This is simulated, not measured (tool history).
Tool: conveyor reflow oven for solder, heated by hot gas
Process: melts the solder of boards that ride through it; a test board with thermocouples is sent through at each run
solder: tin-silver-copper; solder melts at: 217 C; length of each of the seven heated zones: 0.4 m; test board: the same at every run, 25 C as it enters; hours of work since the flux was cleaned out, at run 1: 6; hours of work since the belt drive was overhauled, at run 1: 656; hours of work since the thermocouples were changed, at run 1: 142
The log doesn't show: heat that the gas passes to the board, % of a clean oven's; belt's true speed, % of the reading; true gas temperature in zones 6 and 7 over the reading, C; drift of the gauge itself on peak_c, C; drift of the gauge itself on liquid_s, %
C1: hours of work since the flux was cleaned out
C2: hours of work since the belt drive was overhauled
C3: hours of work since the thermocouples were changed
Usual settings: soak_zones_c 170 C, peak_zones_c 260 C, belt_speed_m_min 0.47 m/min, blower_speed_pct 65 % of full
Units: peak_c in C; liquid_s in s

Run 1, hour 0: usual settings; C1 6; C2 656; C3 142. Result: peak_c 244.5 C, liquid_s 67.3 s.
Run 2, hour 34.1: usual settings; C1 23; C2 674; C3 160. Result: peak_c 244.3 C, liquid_s 66.7 s.
Run 3, hour 62.6: usual settings; C1 38; C2 688; C3 174. Result: peak_c 244.3 C, liquid_s 66.5 s.
Run 4, hour 98.1: usual settings; C1 56; C2 706; C3 192. Result: peak_c 244 C, liquid_s 66.5 s.
Run 5, hour 123.6: usual settings; C1 69; C2 719; C3 205. Result: peak_c 243.8 C, liquid_s 66.2 s.
Run 6, hour 156.7: usual settings; C1 86; C2 736; C3 222. Result: peak_c 243.8 C, liquid_s 65.9 s.
Run 7, hour 175.7: usual settings; C1 95; C2 745; C3 231. Result: peak_c 243.7 C, liquid_s 66 s.
Run 8, hour 206.8: usual settings; C1 111; C2 761; C3 247. Result: peak_c 243.8 C, liquid_s 65.6 s.
Run 9, hour 236.3: usual settings; C1 126; C2 776; C3 262. Result: peak_c 243.5 C, liquid_s 65.2 s.
Run 10, hour 255.1: usual settings; C1 135; C2 786; C3 271. Result: peak_c 243.1 C, liquid_s 65.5 s.
Run 11, hour 290.7: usual settings; C1 153; C2 804; C3 289. Result: peak_c 243.5 C, liquid_s 64.8 s.
Run 12, hour 305.7: usual settings but soak_zones_c 162 C; C1 161; C2 811; C3 297. Result: peak_c 241.8 C, liquid_s 59.4 s.
Run 13, hour 323.2: usual settings; C1 170; C2 820; C3 306. Result: peak_c 243.2 C, liquid_s 64.8 s.
Run 14, hour 350.8: usual settings; C1 184; C2 834; C3 320. Result: peak_c 243.2 C, liquid_s 65.1 s.
Run 15, hour 368.4: usual settings; C1 193; C2 843; C3 329. Result: peak_c 242.9 C, liquid_s 65 s.
Run 16, hour 403.7: usual settings but soak_zones_c 159 C, belt_speed_m_min 0.557 m/min; C1 211; C2 861; C3 347. Result: peak_c 234.1 C, liquid_s 36.9 s.
Run 17, hour 436.7: usual settings but soak_zones_c 167 C, peak_zones_c 249 C, belt_speed_m_min 0.422 m/min; C1 227; C2 877; C3 363. Result: peak_c 235.6 C, liquid_s 61.1 s.
At hour 467.3: flux residue cleaned out of gas plates and filters.
Run 18, hour 467.3: usual settings but soak_zones_c 157 C, peak_zones_c 249 C, belt_speed_m_min 0.422 m/min, blower_speed_pct 88 % of full; C1 0; C2 890; C3 376. Result: peak_c 237.1 C, liquid_s 61.7 s.
Run 19, hour 493.2: usual settings but soak_zones_c 180 C, belt_speed_m_min 0.46 m/min, blower_speed_pct 75 % of full; C1 13; C2 904; C3 389. Result: peak_c 246.4 C, liquid_s 76.6 s.
Run 20, hour 525.6: usual settings but soak_zones_c 180 C, belt_speed_m_min 0.46 m/min, blower_speed_pct 75 % of full; C1 30; C2 920; C3 406. Result: peak_c 246.2 C, liquid_s 76.9 s.
Run 21, hour 554.3: usual settings but soak_zones_c 172 C, peak_zones_c 264 C, belt_speed_m_min 0.535 m/min, blower_speed_pct 56 % of full; C1 44; C2 934; C3 420. Result: peak_c 238.4 C, liquid_s 48.9 s.
Run 22, hour 575.8: usual settings but soak_zones_c 174 C, peak_zones_c 271 C, belt_speed_m_min 0.535 m/min, blower_speed_pct 56 % of full; C1 55; C2 945; C3 431. Result: peak_c 245.2 C, liquid_s 57.5 s.
At hour 584: flux residue cleaned out of gas plates and filters, once more.
Run 23, hour 598.1: usual settings but soak_zones_c 184 C, peak_zones_c 274 C, belt_speed_m_min 0.417 m/min, blower_speed_pct 83 % of full; C1 7; C2 954; C3 440. Result: peak_c 264.8 C, liquid_s 106.7 s.
Run 24, hour 633.7: usual settings but soak_zones_c 180 C, belt_speed_m_min 0.543 m/min; C1 25; C2 972; C3 458. Result: peak_c 241.7 C, liquid_s 57.4 s.
Run 25, hour 665.6: usual settings but soak_zones_c 169 C, peak_zones_c 249 C, belt_speed_m_min 0.514 m/min, blower_speed_pct 73 % of full; C1 41; C2 988; C3 474. Result: peak_c 233.2 C, liquid_s 45.4 s.
Run 26, hour 691.6: usual settings but soak_zones_c 169 C, peak_zones_c 249 C, belt_speed_m_min 0.514 m/min, blower_speed_pct 73 % of full; C1 54; C2 1001; C3 487. Result: peak_c 233.4 C, liquid_s 45.1 s.
Run 27, hour 721: usual settings but soak_zones_c 158 C, peak_zones_c 268 C, belt_speed_m_min 0.508 m/min, blower_speed_pct 55 % of full; C1 69; C2 1016; C3 502. Result: peak_c 242.4 C, liquid_s 53.4 s.
Run 28, hour 752.5: usual settings but soak_zones_c 178 C, peak_zones_c 259 C, belt_speed_m_min 0.516 m/min, blower_speed_pct 60 % of full; C1 85; C2 1032; C3 518. Result: peak_c 240.3 C, liquid_s 58.3 s.
Run 29, hour 778.2: usual settings but soak_zones_c 179 C, peak_zones_c 252 C, belt_speed_m_min 0.427 m/min, blower_speed_pct 84 % of full; C1 98; C2 1045; C3 531. Result: peak_c 243 C, liquid_s 82.2 s.
Run 30, hour 811.4: usual settings but soak_zones_c 179 C, peak_zones_c 252 C, belt_speed_m_min 0.427 m/min, blower_speed_pct 84 % of full; C1 115; C2 1062; C3 548. Result: peak_c 243.1 C, liquid_s 81.5 s.

Hidden state or all else? Some run-to-run changes of peak_c, split into what the settings, what came in and random variation would give without the hidden state, and what is left for the hidden state (with any gauge scatter that isn't in both results):
Run 15 -> 16: soak_zones_c 170 -> 159, belt_speed_m_min 0.47 -> 0.557. peak_c -8.8 C: hidden state -0.5, all else -8.3.
Run 17 -> 18: soak_zones_c 167 -> 157, blower_speed_pct 65 -> 88, flux residue cleaned out of gas plates and filters. peak_c +1.5 C: hidden state -0.8, all else +2.3.
Run 18 -> 19: soak_zones_c 157 -> 180, peak_zones_c 249 -> 260, belt_speed_m_min 0.422 -> 0.46, blower_speed_pct 88 -> 75. peak_c +9.3 C: hidden state +0.2, all else +9.1.
Run 22 -> 23: soak_zones_c 174 -> 184, peak_zones_c 271 -> 274, belt_speed_m_min 0.535 -> 0.417, blower_speed_pct 56 -> 83, flux residue cleaned out of gas plates and filters, once more. peak_c +19.6 C: hidden state +2.4, all else +17.2.
Run 23 -> 24: soak_zones_c 184 -> 180, peak_zones_c 274 -> 260, belt_speed_m_min 0.417 -> 0.543, blower_speed_pct 83 -> 65. peak_c -23.1 C: hidden state +0.1, all else -23.2.
